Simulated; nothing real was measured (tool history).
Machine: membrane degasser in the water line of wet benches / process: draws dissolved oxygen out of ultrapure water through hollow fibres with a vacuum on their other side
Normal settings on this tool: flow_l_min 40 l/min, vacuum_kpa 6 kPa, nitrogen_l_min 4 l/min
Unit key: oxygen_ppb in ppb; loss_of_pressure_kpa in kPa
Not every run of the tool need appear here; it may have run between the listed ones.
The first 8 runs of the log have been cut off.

Run 9, hour 1655.9: usual settings but nitrogen_l_min 2.87 l/min. Result: oxygen_ppb 148.7 ppb, loss_of_pressure_kpa 51.44 kPa.
Run 10, hour 1915: usual settings but nitrogen_l_min 2.87 l/min. Result: oxygen_ppb 147.3 ppb, loss_of_pressure_kpa 51.76 kPa.
Run 11, hour 2113.7: usual settings but nitrogen_l_min 2.87 l/min. Result: oxygen_ppb 145.3 ppb, loss_of_pressure_kpa 52.02 kPa.
Run 12, hour 2243.3: usual settings but nitrogen_l_min 2.87 l/min. Result: oxygen_ppb 146 ppb, loss_of_pressure_kpa 51.98 kPa.
Run 13, hour 2452.8: usual settings but nitrogen_l_min 2.87 l/min. Result: oxygen_ppb 146.1 ppb, loss_of_pressure_kpa 51.84 kPa.
Run 14, hour 2696.1: usual settings but vacuum_kpa 4.75 kPa. Result: oxygen_ppb 93.6 ppb, loss_of_pressure_kpa 51.93 kPa.
Run 15, hour 2849.1: usual settings but vacuum_kpa 4.75 kPa. Result: oxygen_ppb 93.3 ppb, loss_of_pressure_kpa 52.27 kPa.
Run 16, hour 3062.9: usual settings. Result: oxygen_ppb 123.3 ppb, loss_of_pressure_kpa 51.97 kPa.
Run 17, hour 3320.5: usual settings but flow_l_min 52 l/min, nitrogen_l_min 2.19 l/min. Result: oxygen_ppb 225.3 ppb, loss_of_pressure_kpa 67.58 kPa.
Run 18, hour 3546.2: usual settings but vacuum_kpa 10.49 kPa. Result: oxygen_ppb 224.7 ppb, loss_of_pressure_kpa 52.19 kPa.
Run 19, hour 3679.9: usual settings but vacuum_kpa 10.49 kPa. Result: oxygen_ppb 221.5 ppb, loss_of_pressure_kpa 52.34 kPa.
At hour 3834.9: vacuum gauge calibrated.
Run 20, hour 3927.8: usual settings but flow_l_min 50 l/min, vacuum_kpa 10.17 kPa. Result: oxygen_ppb 270 ppb, loss_of_pressure_kpa 65.37 kPa.
Run 21, hour 4086.8: usual settings but flow_l_min 52 l/min, vacuum_kpa 13.96 kPa, nitrogen_l_min 3.68 l/min. Result: oxygen_ppb 414.4 ppb, loss_of_pressure_kpa 68.07 kPa.
Run 22, hour 4344.4: usual settings but flow_l_min 25 l/min, vacuum_kpa 7.05 kPa, nitrogen_l_min 3.68 l/min. Result: oxygen_ppb 88.8 ppb, loss_of_pressure_kpa 32.77 kPa.
Run 23, hour 4577.9: usual settings but flow_l_min 25 l/min, vacuum_kpa 7.05 kPa, nitrogen_l_min 3.68 l/min. Result: oxygen_ppb 88.3 ppb, loss_of_pressure_kpa 33.07 kPa.
Run 24, hour 4861.9: usual settings but flow_l_min 59 l/min, vacuum_kpa 6.36 kPa, nitrogen_l_min 3.68 l/min. Result: oxygen_ppb 214.4 ppb, loss_of_pressure_kpa 77.28 kPa.
Run 25, hour 5042.9: usual settings but flow_l_min 59 l/min, vacuum_kpa 6.36 kPa, nitrogen_l_min 3.68 l/min. Result: oxygen_ppb 214.5 ppb, loss_of_pressure_kpa 77.62 kPa.
At hour 5128.3: membrane cartridge changed.
Run 26, hour 5229.8: usual settings but vacuum_kpa 5.52 kPa. Result: oxygen_ppb 112.6 ppb, loss_of_pressure_kpa 52.5 kPa.
Run 27, hour 5387.4: usual settings but vacuum_kpa 4.83 kPa, nitrogen_l_min 5.02 l/min. Result: oxygen_ppb 88.7 ppb, loss_of_pressure_kpa 53 kPa.
Run 28, hour 5602.7: usual settings but vacuum_kpa 4.32 kPa, nitrogen_l_min 3.02 l/min. Result: oxygen_ppb 92.2 ppb, loss_of_pressure_kpa 52.93 kPa.

Run 29, settings as shown, results not yet in. Your forecast:
Run 29, hour 5743.3: usual settings but vacuum_kpa 4.32 kPa, nitrogen_l_min 3.02 l/min. Result: oxygen_ppb ?, loss_of_pressure_kpa ?.

{"run 29": {"oxygen_ppb": 92.1, "loss_of_pressure_kpa": 52.76}}
Were there no unlogged condition in the tool, this run, its random variation unchanged, would have produced oxygen_ppb 92 ppb, loss_of_pressure_kpa 51.36 kPa.
